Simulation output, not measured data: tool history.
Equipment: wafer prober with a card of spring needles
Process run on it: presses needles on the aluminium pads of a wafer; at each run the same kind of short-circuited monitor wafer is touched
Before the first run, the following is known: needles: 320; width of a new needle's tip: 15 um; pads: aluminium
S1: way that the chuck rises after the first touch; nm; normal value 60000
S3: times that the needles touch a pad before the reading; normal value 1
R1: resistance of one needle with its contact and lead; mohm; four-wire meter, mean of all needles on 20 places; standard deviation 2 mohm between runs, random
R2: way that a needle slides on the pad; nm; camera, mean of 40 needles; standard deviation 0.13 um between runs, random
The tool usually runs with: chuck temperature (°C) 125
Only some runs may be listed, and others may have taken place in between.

{"run": 1, "hour": 0.0, "S1": 60000, "chuck temperature (°C)": 125, "S3": 1, "R1": 290, "R2": 11150}
{"hour": 2.2, "done": "tips cleaned on abrasive film"}
{"hour": 7.7, "done": "tips cleaned on abrasive film"}
{"hour": 13.1, "done": "tips cleaned on abrasive film"}
{"hour": 17.4, "done": "tips cleaned on abrasive film"}
{"hour": 22.9, "done": "tips cleaned on abrasive film"}
{"hour": 28.3, "done": "tips cleaned on abrasive film"}
{"hour": 33.7, "done": "tips cleaned on abrasive film"}
{"hour": 39.1, "done": "tips cleaned on abrasive film"}
{"hour": 43.5, "done": "tips cleaned on abrasive film"}
{"hour": 47.9, "done": "tips cleaned on abrasive film"}
{"run": 2, "hour": 47.9, "S1": 60000, "chuck temperature (°C)": 125, "S3": 1, "R1": 245, "R2": 10880}
{"hour": 52.2, "done": "tips cleaned on abrasive film"}
{"hour": 56.6, "done": "tips cleaned on abrasive film"}
{"hour": 62.0, "done": "tips cleaned on abrasive film"}
{"hour": 66.4, "done": "tips cleaned on abrasive film"}
{"hour": 71.8, "done": "tips cleaned on abrasive film"}
{"hour": 77.2, "done": "tips cleaned on abrasive film"}
{"hour": 77.5, "done": "height of the first contact set anew"}
{"hour": 83.0, "done": "tips cleaned on abrasive film"}
{"hour": 88.4, "done": "tips cleaned on abrasive film"}
{"hour": 93.8, "done": "tips cleaned on abrasive film"}
{"hour": 99.2, "done": "tips cleaned on abrasive film"}
{"hour": 104.7, "done": "tips cleaned on abrasive film"}
{"hour": 110.1, "done": "tips cleaned on abrasive film"}
{"run": 3, "hour": 111.2, "S1": 60000, "chuck temperature (°C)": 125, "S3": 1, "R1": 275, "R2": 11560}
{"hour": 115.5, "done": "tips cleaned on abrasive film"}
{"hour": 120.9, "done": "tips cleaned on abrasive film"}
{"hour": 126.3, "done": "tips cleaned on abrasive film"}
{"hour": 131.7, "done": "tips cleaned on abrasive film"}
{"hour": 137.2, "done": "tips cleaned on abrasive film"}
{"hour": 141.5, "done": "tips cleaned on abrasive film"}
{"hour": 146.9, "done": "tips cleaned on abrasive film"}
{"hour": 151.3, "done": "tips cleaned on abrasive film"}
{"hour": 156.7, "done": "tips cleaned on abrasive film"}
{"hour": 161.5, "done": "tips cleaned on abrasive film"}
{"run": 4, "hour": 161.5, "S1": 60000, "chuck temperature (°C)": 125, "S3": 1, "R1": 241, "R2": 11270}
{"hour": 166.9, "done": "tips cleaned on abrasive film"}
{"hour": 172.3, "done": "tips cleaned on abrasive film"}
{"hour": 177.8, "done": "tips cleaned on abrasive film"}
{"hour": 183.2, "done": "tips cleaned on abrasive film"}
{"hour": 188.6, "done": "tips cleaned on abrasive film"}
{"run": 5, "hour": 191.3, "S1": 60000, "chuck temperature (°C)": 125, "S3": 1, "R1": 308, "R2": 11280}
{"hour": 193.5, "done": "tips cleaned on abrasive film"}
{"hour": 199.0, "done": "tips cleaned on abrasive film"}
{"hour": 204.4, "done": "tips cleaned on abrasive film"}
{"hour": 208.8, "done": "tips cleaned on abrasive film"}
{"hour": 214.2, "done": "tips cleaned on abrasive film"}
{"hour": 218.5, "done": "tips cleaned on abrasive film"}
{"hour": 224.0, "done": "tips cleaned on abrasive film"}
{"hour": 229.4, "done": "tips cleaned on abrasive film"}
{"hour": 234.8, "done": "tips cleaned on abrasive film"}
{"hour": 240.2, "done": "tips cleaned on abrasive film"}
{"run": 6, "hour": 240.2, "S1": 60000, "chuck temperature (°C)": 125, "S3": 1, "R1": 244, "R2": 11140}
{"hour": 244.6, "done": "tips cleaned on abrasive film"}
{"hour": 250.0, "done": "tips cleaned on abrasive film"}
{"hour": 255.4, "done": "tips cleaned on abrasive film"}
{"hour": 260.9, "done": "tips cleaned on abrasive film"}
{"hour": 266.3, "done": "tips cleaned on abrasive film"}
{"hour": 271.7, "done": "tips cleaned on abrasive film"}
{"hour": 277.1, "done": "tips cleaned on abrasive film"}
{"run": 7, "hour": 279.7, "S1": 60000, "chuck temperature (°C)": 117, "S3": 1, "R1": 316, "R2": 10880}
{"hour": 281.9, "done": "tips cleaned on abrasive film"}
{"hour": 286.3, "done": "tips cleaned on abrasive film"}
{"hour": 291.7, "done": "tips cleaned on abrasive film"}
{"hour": 297.2, "done": "tips cleaned on abrasive film"}
{"hour": 302.6, "done": "tips cleaned on abrasive film"}
{"hour": 306.9, "done": "tips cleaned on abrasive film"}
{"hour": 310.4, "done": "height of the first contact set anew"}
{"hour": 312.7, "done": "tips cleaned on abrasive film"}
{"hour": 318.1, "done": "tips cleaned on abrasive film"}
{"hour": 323.5, "done": "tips cleaned on abrasive film"}
{"hour": 328.9, "done": "tips cleaned on abrasive film"}
{"hour": 334.4, "done": "tips cleaned on abrasive film"}
{"hour": 338.7, "done": "tips cleaned on abrasive film"}
{"run": 8, "hour": 340.8, "S1": 60000, "chuck temperature (°C)": 117, "S3": 1, "R1": 298, "R2": 11700}
{"hour": 344.1, "done": "tips cleaned on abrasive film"}
{"hour": 349.5, "done": "tips cleaned on abrasive film"}
{"hour": 353.9, "done": "tips cleaned on abrasive film"}
{"hour": 359.3, "done": "tips cleaned on abrasive film"}
{"hour": 364.8, "done": "tips cleaned on abrasive film"}
{"hour": 370.2, "done": "tips cleaned on abrasive film"}
{"hour": 375.6, "done": "tips cleaned on abrasive film"}
{"hour": 380.0, "done": "tips cleaned on abrasive film"}
{"run": 9, "hour": 383.0, "S1": 60000, "chuck temperature (°C)": 125, "S3": 1, "R1": 331, "R2": 11440}
{"hour": 385.2, "done": "tips cleaned on abrasive film"}
{"hour": 389.6, "done": "tips cleaned on abrasive film"}
{"hour": 395.0, "done": "tips cleaned on abrasive film"}
{"hour": 400.4, "done": "tips cleaned on abrasive film"}
{"hour": 405.8, "done": "tips cleaned on abrasive film"}
{"hour": 411.2, "done": "tips cleaned on abrasive film"}
{"hour": 415.6, "done": "tips cleaned on abrasive film"}
{"hour": 421.0, "done": "tips cleaned on abrasive film"}
{"hour": 425.4, "done": "tips cleaned on abrasive film"}
{"run": 10, "hour": 429.0, "S1": 60000, "chuck temperature (°C)": 125, "S3": 1, "R1": 344, "R2": 11340}
{"hour": 430.2, "done": "tips cleaned on abrasive film"}
{"hour": 434.5, "done": "tips cleaned on abrasive film"}
{"hour": 440.0, "done": "tips cleaned on abrasive film"}
{"hour": 445.4, "done": "tips cleaned on abrasive film"}
{"hour": 449.8, "done": "tips cleaned on abrasive film"}
{"hour": 455.2, "done": "tips cleaned on abrasive film"}
{"hour": 460.6, "done": "tips cleaned on abrasive film"}
{"hour": 465.0, "done": "tips cleaned on abrasive film"}
{"hour": 470.4, "done": "tips cleaned on abrasive film"}
{"hour": 475.8, "done": "tips cleaned on abrasive film"}
{"hour": 480.2, "done": "tips cleaned on abrasive film"}
{"run": 11, "hour": 482.2, "S1": 46000, "chuck temperature (°C)": 44, "S3": 1, "R1": 350, "R2": 8230}
{"hour": 485.5, "done": "tips cleaned on abrasive film"}
{"hour": 489.9, "done": "tips cleaned on abrasive film"}
{"hour": 495.3, "done": "tips cleaned on abrasive film"}
{"hour": 500.7, "done": "tips cleaned on abrasive film"}
{"hour": 506.1, "done": "tips cleaned on abrasive film"}
{"hour": 511.6, "done": "tips cleaned on abrasive film"}
{"hour": 517.0, "done": "tips cleaned on abrasive film"}
{"hour": 522.3, "done": "tips cleaned on abrasive film"}
{"run": 12, "hour": 522.3, "S1": 64000, "chuck temperature (°C)": 125, "S3": 2, "R1": 245, "R2": 11520}
{"hour": 526.6, "done": "tips cleaned on abrasive film"}
{"hour": 532.0, "done": "tips cleaned on abrasive film"}
{"hour": 537.5, "done": "tips cleaned on abrasive film"}
{"hour": 542.9, "done": "tips cleaned on abrasive film"}
{"hour": 543.2, "done": "height of the first contact set anew"}
{"hour": 548.6, "done": "tips cleaned on abrasive film"}
{"hour": 554.0, "done": "tips cleaned on abrasive film"}
{"hour": 559.5, "done": "tips cleaned on abrasive film"}
{"hour": 564.9, "done": "tips cleaned on abrasive film"}
{"hour": 570.3, "done": "tips cleaned on abrasive film"}
{"hour": 582.3, "done": "card fitted with new needles"}
{"hour": 586.7, "done": "tips cleaned on abrasive film"}
{"hour": 592.0, "done": "tips cleaned on abrasive film"}
{"run": 13, "hour": 592.0, "S1": 64000, "chuck temperature (°C)": 125, "S3": 2, "R1": 223, "R2": 12520}
{"hour": 597.4, "done": "tips cleaned on abrasive film"}
{"hour": 601.8, "done": "tips cleaned on abrasive film"}
{"hour": 607.2, "done": "tips cleaned on abrasive film"}
{"hour": 612.6, "done": "tips cleaned on abrasive film"}
{"hour": 618.1, "done": "tips cleaned on abrasive film"}
{"hour": 622.4, "done": "tips cleaned on abrasive film"}
{"hour": 627.8, "done": "tips cleaned on abrasive film"}
{"hour": 633.3, "done": "tips cleaned on abrasive film"}
{"hour": 637.6, "done": "tips cleaned on abrasive film"}
{"hour": 643.1, "done": "tips cleaned on abrasive film"}
{"run": 14, "hour": 643.8, "S1": 64000, "chuck temperature (°C)": 125, "S3": 2, "R1": 225, "R2": 11860}
{"hour": 648.2, "done": "tips cleaned on abrasive film"}
{"hour": 652.5, "done": "tips cleaned on abrasive film"}
{"hour": 658.0, "done": "tips cleaned on abrasive film"}
{"hour": 662.3, "done": "tips cleaned on abrasive film"}
{"hour": 667.8, "done": "tips cleaned on abrasive film"}
{"hour": 673.2, "done": "tips cleaned on abrasive film"}
{"hour": 678.6, "done": "tips cleaned on abrasive film"}
{"hour": 684.0, "done": "tips cleaned on abrasive film"}
{"run": 15, "hour": 686.7, "S1": 64000, "chuck temperature (°C)": 125, "S3": 2, "R1": 239, "R2": 12110}
{"hour": 689.0, "done": "tips cleaned on abrasive film"}
{"hour": 693.3, "done": "tips cleaned on abrasive film"}
{"hour": 698.8, "done": "tips cleaned on abrasive film"}
{"hour": 704.2, "done": "tips cleaned on abrasive film"}
{"hour": 709.6, "done": "tips cleaned on abrasive film"}
{"hour": 715.0, "done": "tips cleaned on abrasive film"}
{"hour": 720.5, "done": "tips cleaned on abrasive film"}
{"hour": 724.8, "done": "tips cleaned on abrasive film"}
{"run": 16, "hour": 728.8, "S1": 76000, "chuck temperature (°C)": 51, "S3": 2, "R1": 215, "R2": 14180}
{"hour": 729.9, "done": "tips cleaned on abrasive film"}
{"hour": 734.3, "done": "tips cleaned on abrasive film"}
{"hour": 739.7, "done": "tips cleaned on abrasive film"}
{"hour": 745.1, "done": "tips cleaned on abrasive film"}
{"hour": 750.6, "done": "tips cleaned on abrasive film"}
{"hour": 754.9, "done": "tips cleaned on abrasive film"}
{"hour": 760.4, "done": "tips cleaned on abrasive film"}
{"hour": 765.8, "done": "tips cleaned on abrasive film"}
{"hour": 771.2, "done": "tips cleaned on abrasive film"}
{"hour": 775.7, "done": "tips cleaned on abrasive film"}
{"run": 17, "hour": 775.7, "S1": 76000, "chuck temperature (°C)": 51, "S3": 2, "R1": 201, "R2": 14060}
{"hour": 781.1, "done": "tips cleaned on abrasive film"}
{"hour": 786.6, "done": "tips cleaned on abrasive film"}
{"hour": 792.0, "done": "tips cleaned on abrasive film"}
{"hour": 796.3, "done": "tips cleaned on abrasive film"}
{"hour": 801.8, "done": "tips cleaned on abrasive film"}
{"hour": 806.1, "done": "tips cleaned on abrasive film"}
{"run": 18, "hour": 807.9, "S1": 76000, "chuck temperature (°C)": 51, "S3": 2, "R1": 209, "R2": 13950}
{"hour": 811.1, "done": "tips cleaned on abrasive film"}
{"hour": 814.6, "done": "height of the first contact set anew"}
{"hour": 816.9, "done": "tips cleaned on abrasive film"}
{"hour": 822.3, "done": "tips cleaned on abrasive film"}
{"hour": 827.7, "done": "tips cleaned on abrasive film"}
{"hour": 833.1, "done": "tips cleaned on abrasive film"}
{"hour": 838.6, "done": "tips cleaned on abrasive film"}
{"hour": 844.0, "done": "tips cleaned on abrasive film"}
{"run": 19, "hour": 844.7, "S1": 76000, "chuck temperature (°C)": 51, "S3": 2, "R1": 207, "R2": 14460}

Branching from run 19: 3 alternative next runs. What would each branch give?
{"hour": 849.1, "done": "tips cleaned on abrasive film"}
{"hour": 854.5, "done": "tips cleaned on abrasive film"}
{"hour": 859.9, "done": "tips cleaned on abrasive film"}
{"hour": 865.4, "done": "tips cleaned on abrasive film"}
{"hour": 870.8, "done": "tips cleaned on abrasive film"}
{"hour": 875.2, "done": "tips cleaned on abrasive film"}
{"hour": 880.6, "done": "tips cleaned on abrasive film"}
{"hour": 884.9, "done": "tips cleaned on abrasive film"}
{"hour": 890.4, "done": "tips cleaned on abrasive film"}
{"hour": 894.7, "done": "tips cleaned on abrasive film"}
{"hour": 900.2, "done": "tips cleaned on abrasive film"}
{"hour": 904.8, "done": "tips cleaned on abrasive film"}
{"run": "A", "hour": 904.8, "S1": 59000, "chuck temperature (°C)": 43, "S3": 3, "R1": "?", "R2": "?"}
{"hour": 849.1, "done": "tips cleaned on abrasive film"}
{"hour": 854.5, "done": "tips cleaned on abrasive film"}
{"hour": 859.9, "done": "tips cleaned on abrasive film"}
{"hour": 865.4, "done": "tips cleaned on abrasive film"}
{"hour": 870.8, "done": "tips cleaned on abrasive film"}
{"hour": 875.2, "done": "tips cleaned on abrasive film"}
{"hour": 880.6, "done": "tips cleaned on abrasive film"}
{"hour": 884.9, "done": "tips cleaned on abrasive film"}
{"hour": 890.4, "done": "tips cleaned on abrasive film"}
{"hour": 894.7, "done": "tips cleaned on abrasive film"}
{"hour": 900.2, "done": "tips cleaned on abrasive film"}
{"hour": 904.8, "done": "tips cleaned on abrasive film"}
{"run": "B", "hour": 904.8, "S1": 65000, "chuck temperature (°C)": 51, "S3": 2, "R1": "?", "R2": "?"}
{"hour": 849.1, "done": "tips cleaned on abrasive film"}
{"hour": 854.5, "done": "tips cleaned on abrasive film"}
{"hour": 859.9, "done": "tips cleaned on abrasive film"}
{"hour": 865.4, "done": "tips cleaned on abrasive film"}
{"hour": 870.8, "done": "tips cleaned on abrasive film"}
{"hour": 875.2, "done": "tips cleaned on abrasive film"}
{"hour": 880.6, "done": "tips cleaned on abrasive film"}
{"hour": 884.9, "done": "tips cleaned on abrasive film"}
{"hour": 890.4, "done": "tips cleaned on abrasive film"}
{"hour": 894.7, "done": "tips cleaned on abrasive film"}
{"hour": 900.2, "done": "tips cleaned on abrasive film"}
{"hour": 904.8, "done": "tips cleaned on abrasive film"}
{"run": "C", "hour": 904.8, "S1": 60000, "chuck temperature (°C)": 110, "S3": 1, "R1": "?", "R2": "?"}

run=A R1=206 R2=11320
run=B R1=208 R2=12300
run=C R1=222 R2=11290
Without the tool's unlogged condition, the same runs would have read:
run=A R1=203 R2=11710
run=B R1=204 R2=12680
run=C R1=216 R2=11680

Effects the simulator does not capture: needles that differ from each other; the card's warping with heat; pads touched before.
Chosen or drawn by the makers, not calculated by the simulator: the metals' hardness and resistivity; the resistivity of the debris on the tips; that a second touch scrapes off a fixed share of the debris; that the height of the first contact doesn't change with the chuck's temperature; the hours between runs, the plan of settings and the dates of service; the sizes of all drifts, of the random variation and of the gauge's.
